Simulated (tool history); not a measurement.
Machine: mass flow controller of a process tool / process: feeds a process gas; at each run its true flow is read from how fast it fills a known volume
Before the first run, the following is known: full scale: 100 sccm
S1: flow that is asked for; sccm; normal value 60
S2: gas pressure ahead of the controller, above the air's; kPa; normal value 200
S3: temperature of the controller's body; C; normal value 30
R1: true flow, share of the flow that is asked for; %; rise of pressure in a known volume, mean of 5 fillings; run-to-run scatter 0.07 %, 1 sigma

run,hour,S1,S2,S3,R1
1,0.0,60,200,30,98.43
2,359.1,60,224,30,98.27
3,696.9,60,224,30,98.23
4,1196.2,60,224,30,98.49
5,1695.8,60,224,30,98.52
6,1908.8,60,200,22,99.41
7,2175.8,60,200,22,99.48
8,2497.4,43,200,23,99.09
9,2758.0,43,200,23,98.94

Estimate the outcome of run 10 from the log above:
10,2992.8,17,200,23,?

R1: 98.25 %
Take away the tool's hidden state, keep the run-to-run variation as it was, and the same run would have given R1 97.99 %.
